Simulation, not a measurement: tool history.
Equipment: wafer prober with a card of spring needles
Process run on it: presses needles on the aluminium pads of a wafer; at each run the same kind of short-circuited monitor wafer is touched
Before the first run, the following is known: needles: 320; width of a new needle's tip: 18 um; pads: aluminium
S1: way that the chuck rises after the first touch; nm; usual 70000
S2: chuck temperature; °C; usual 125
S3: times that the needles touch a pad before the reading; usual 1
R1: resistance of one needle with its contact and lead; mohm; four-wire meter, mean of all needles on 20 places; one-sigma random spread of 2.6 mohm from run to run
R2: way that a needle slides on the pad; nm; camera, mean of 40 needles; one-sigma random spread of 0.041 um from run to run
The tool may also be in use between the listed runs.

run   hour     S1   S2  S3   R1     R2
  1      0  70000  125   1  378   9520
       0.9  -- tips cleaned on abrasive film
       6.5  -- tips cleaned on abrasive film
  2    6.5  70000  125   1  312   9500
      12.2  -- tips cleaned on abrasive film
  3   14.4  70000   41   1  322   9430
      17.9  -- tips cleaned on abrasive film
  4   18.5  70000   41   1  296   9480
      23.4  -- tips cleaned on abrasive film
  5   24.5  70000   41   1  298   9360
      29.6  -- tips cleaned on abrasive film
  6   33.2  70000   41   1  340   9390
      35.4  -- tips cleaned on abrasive film
  7   40.5  70000  125   1  381   9360
      41.2  -- tips cleaned on abrasive film
      46.9  -- tips cleaned on abrasive film
  8   49.7  70000  125   1  355   9290
      53.3  -- tips cleaned on abrasive film
  9   58.6  70000  125   1  392   9330
      59.1  -- tips cleaned on abrasive film
        65  -- tips cleaned on abrasive film
 10     67  70000  125   1  344   9350
      68.5  -- height of the first contact set anew
      71.4  -- tips cleaned on abrasive film
 11   76.7  70000  125   1  370  10140
      77.2  -- tips cleaned on abrasive film
      82.8  -- tips cleaned on abrasive film
 12   83.1  70000  125   1  309  10040
      88.9  -- tips cleaned on abrasive film
 13   91.6  70000  125   1  347  10050
      94.4  -- tips cleaned on abrasive film
 14   96.6  70000   33   1  316  10020
     100.6  -- tips cleaned on abrasive film
 15  103.3  70000   33   1  318   9960
     106.2  -- tips cleaned on abrasive film
       112  -- tips cleaned on abrasive film
 16  113.2  70000  125   3  314   9970
     117.7  -- tips cleaned on abrasive film
     123.2  -- tips cleaned on abrasive film
 17  123.2  70000  114   2  303   9960
     129.4  -- tips cleaned on abrasive film
 18  130.6  56000   25   1  324   7940
     135.2  -- tips cleaned on abrasive film
 19  138.1  56000   25   2  334   7890
     141.1  -- tips cleaned on abrasive film
 20  142.7  56000   25   2  321   7880
     146.8  -- tips cleaned on abrasive film
 21    151  56000   25   2  353   7860
     152.7  -- tips cleaned on abrasive film
     158.3  -- tips cleaned on abrasive film
 22  158.3  56000   25   2  289   7750
       164  -- tips cleaned on abrasive film
 23  164.3  56000   25   2  294   7840
       170  -- tips cleaned on abrasive film
 24  173.1  56000   67   2  351   7810
       176  -- tips cleaned on abrasive film
 25  181.3  56000   67   2  374   7760
     182.2  -- tips cleaned on abrasive film
       188  -- tips cleaned on abrasive film
 26    189  87000   34   2  281  12170
     193.8  -- tips cleaned on abrasive film
 27  195.9  70000   90   1  334   9700
     199.5  -- tips cleaned on abrasive film
 28  200.6  54000  125   2  338   7400
 29  204.9  74000  106   1  367  10310
     205.9  -- tips cleaned on abrasive film
     211.9  -- tips cleaned on abrasive film
 30  213.9  74000  106   1  336  10290
       218  -- tips cleaned on abrasive film
 31  218.7  74000  104   1  309  10250
     223.5  -- tips cleaned on abrasive film
 32    227  70000   53   1  353   9670

Hidden state or all else? Some run-to-run changes of R1, split into what the settings, what came in and random variation would give without the hidden state, and what is left for the hidden state (with any gauge scatter that isn't in both results):
Hidden conditions of the tool in this case: debris on the tips, nm; way that the needles fall short of the set height, um; tips' diameter, um; drift of the gauge itself on contact_mohm, %; drift of the gauge itself on scrub_um, %.
Run 1 -> 2: tips cleaned on abrasive film, tips cleaned on abrasive film. R1 -66 mohm: hidden state -66, all else +0.
Run 21 -> 22: tips cleaned on abrasive film, tips cleaned on abrasive film. R1 -64 mohm: hidden state -62, all else -2.
Run 25 -> 26: S1 56000 -> 87000, S2 67 -> 34, tips cleaned on abrasive film, tips cleaned on abrasive film. R1 -93 mohm: hidden state -72, all else -21.

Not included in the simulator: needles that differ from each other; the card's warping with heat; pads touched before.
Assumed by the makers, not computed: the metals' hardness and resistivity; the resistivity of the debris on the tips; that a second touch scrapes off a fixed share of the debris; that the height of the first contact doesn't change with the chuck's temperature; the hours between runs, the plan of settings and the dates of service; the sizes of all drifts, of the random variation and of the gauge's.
